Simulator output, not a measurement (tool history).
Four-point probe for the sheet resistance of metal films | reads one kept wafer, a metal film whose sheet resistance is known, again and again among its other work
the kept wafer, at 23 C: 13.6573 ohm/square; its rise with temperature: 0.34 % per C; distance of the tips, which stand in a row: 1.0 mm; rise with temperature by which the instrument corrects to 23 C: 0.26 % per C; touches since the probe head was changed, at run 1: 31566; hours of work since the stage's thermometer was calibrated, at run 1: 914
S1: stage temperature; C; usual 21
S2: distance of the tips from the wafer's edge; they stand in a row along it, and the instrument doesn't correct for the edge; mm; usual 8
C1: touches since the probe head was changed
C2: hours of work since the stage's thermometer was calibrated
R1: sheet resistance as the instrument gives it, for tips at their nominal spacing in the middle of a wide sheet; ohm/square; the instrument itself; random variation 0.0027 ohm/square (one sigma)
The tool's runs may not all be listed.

Run 1, day 0.000: usual settings; C1 31566; C2 914. Result: R1 13.667702 ohm/square.
Run 2, day 1.617: usual settings; C1 32228; C2 936. Result: R1 13.669295 ohm/square.
Run 3, day 3.162: usual settings; C1 32859; C2 958. Result: R1 13.667286 ohm/square.
Run 4, day 5.004: usual settings; C1 33611; C2 983. Result: R1 13.670909 ohm/square.
Run 5, day 6.546: usual settings; C1 34242; C2 1004. Result: R1 13.671761 ohm/square.
Run 6, day 9.012: usual settings but S1 26 C; C1 35251; C2 1038. Result: R1 13.719601 ohm/square.
Run 7, day 10.788: usual settings but S1 26 C; C1 35977; C2 1062. Result: R1 13.717833 ohm/square.
Run 8, day 12.346: usual settings but S2 6 mm; C1 36613; C2 1083. Result: R1 13.751832 ohm/square.
Run 9, day 13.525: usual settings but S2 7 mm; C1 37096; C2 1099. Result: R1 13.698244 ohm/square.
Run 10, day 14.758: usual settings but S2 7 mm; C1 37601; C2 1116. Result: R1 13.692268 ohm/square.
Run 11, day 17.267: usual settings but S2 7 mm; C1 38626; C2 1150. Result: R1 13.701395 ohm/square.
Run 12, day 18.404: usual settings but S2 7 mm; C1 39091; C2 1166. Result: R1 13.698473 ohm/square.
Run 13, day 20.725: usual settings but S1 30 C; C1 40039; C2 1198. Result: R1 13.761020 ohm/square.
Run 14, day 22.833: usual settings but S1 22 C; C1 40901; C2 1226. Result: R1 13.669938 ohm/square.
Run 15, day 25.054: usual settings but S2 11 mm; C1 41810; C2 1257. Result: R1 13.604758 ohm/square.
Run 16, day 26.138: usual settings but S1 25 C; C1 42252; C2 1272. Result: R1 13.704387 ohm/square.
Run 17, day 28.579: usual settings; C1 43251; C2 1305. Result: R1 13.658440 ohm/square.
Run 18, day 30.696: usual settings; C1 44116; C2 1334. Result: R1 13.655783 ohm/square.
Run 19, day 33.133: usual settings; C1 45113; C2 1367. Result: R1 13.653858 ohm/square.
At day 33.362: stage's thermometer calibrated.
Run 20, day 35.100: usual settings; C1 45908; C2 24. Result: R1 13.649395 ohm/square.
At day 37.188: stage's thermometer calibrated, once more.
Run 21, day 37.312: usual settings but S2 30 mm; C1 46804; C2 2. Result: R1 13.574211 ohm/square.
Run 22, day 39.367: usual settings but S2 30 mm; C1 47644; C2 30. Result: R1 13.575100 ohm/square.
Run 23, day 41.896: usual settings; C1 48679; C2 64. Result: R1 13.681514 ohm/square.
Run 24, day 43.112: usual settings but S2 67 mm; C1 49176; C2 81. Result: R1 13.562405 ohm/square.
Run 25, day 45.167: usual settings but S1 31 C, S2 26 mm; C1 50016; C2 109. Result: R1 13.681273 ohm/square.
Run 26, day 47.321: usual settings but S1 31 C, S2 26 mm; C1 50897; C2 139. Result: R1 13.682842 ohm/square.
Run 27, day 49.154: usual settings but S2 39 mm; C1 51645; C2 164. Result: R1 13.567829 ohm/square.
Run 28, day 51.012: usual settings but S2 39 mm; C1 52405; C2 189. Result: R1 13.568388 ohm/square.
Run 29, day 53.133: usual settings but S1 32 C, S2 20 mm; C1 53272; C2 218. Result: R1 13.694657 ohm/square.
Run 30, day 54.554: usual settings but S1 30 C, S2 20 mm; C1 53854; C2 237. Result: R1 13.672173 ohm/square.
Run 31, day 56.692: usual settings but S1 20 C, S2 20 mm; C1 54727; C2 267. Result: R1 13.564131 ohm/square.
Run 32, day 58.304: usual settings but S1 23 C, S2 3 mm; C1 55387; C2 289. Result: R1 14.342441 ohm/square.
Run 33, day 59.633: usual settings but S1 23 C, S2 3 mm; C1 55930; C2 307. Result: R1 14.340214 ohm/square.
Run 34, day 62.121: usual settings but S1 29 C, S2 10 mm; C1 56948; C2 341. Result: R1 13.713589 ohm/square.
Run 35, day 64.071: usual settings but S1 26 C, S2 11 mm; C1 57745; C2 367. Result: R1 13.670830 ohm/square.
Run 36, day 65.329: usual settings but S1 24 C, S2 9 mm; C1 58259; C2 385. Result: R1 13.678327 ohm/square.
Run 37, day 66.596: usual settings but S1 24 C, S2 9 mm; C1 58777; C2 402. Result: R1 13.675538 ohm/square.
Run 38, day 67.812: usual settings but S1 24 C, S2 9 mm; C1 59274; C2 419. Result: R1 13.672249 ohm/square.
Run 39, day 69.208: usual settings but S1 31 C, S2 4 mm; C1 59845; C2 438. Result: R1 14.106619 ohm/square.
Run 40, day 71.546: usual settings but S1 31 C, S2 4 mm; C1 60801; C2 470. Result: R1 14.106404 ohm/square.
Run 41, day 73.942: usual settings but S1 31 C, S2 4 mm; C1 61780; C2 502. Result: R1 14.110099 ohm/square.
Run 42, day 76.321: usual settings but S2 13 mm; C1 62753; C2 535. Result: R1 13.597589 ohm/square.
Run 43, day 78.883: usual settings but S1 29 C, S2 5 mm; C1 63800; C2 570. Result: R1 13.919286 ohm/square.
Run 44, day 80.167: usual settings but S1 25 C, S2 17 mm; C1 64325; C2 587. Result: R1 13.620162 ohm/square.
Run 45, day 82.421: usual settings but S1 28 C, S2 52 mm; C1 65247; C2 618. Result: R1 13.630702 ohm/square.

How the hidden state differs across the entries between the runs, from the last listed run before each to the first after it:
Between runs 19 and 20: stage's thermometer calibrated (day 33.362)
  inner tips' distance over the nominal, %: -0.473 -> -0.475; wafer's true temperature over the reading, C: -0.5 -> -0.59
  measured less the result without the state, R1: -0.093708 -> -0.097876 ohm/square
Between runs 20 and 21: stage's thermometer calibrated, once more (day 37.188)
  inner tips' distance over the nominal, %: -0.475 -> -0.477; tips' flats over new ones', %: 12 -> 13; wafer's true temperature over the reading, C: -0.59 -> 0.03
  measured less the result without the state, R1: -0.097876 -> -0.069113 ohm/square
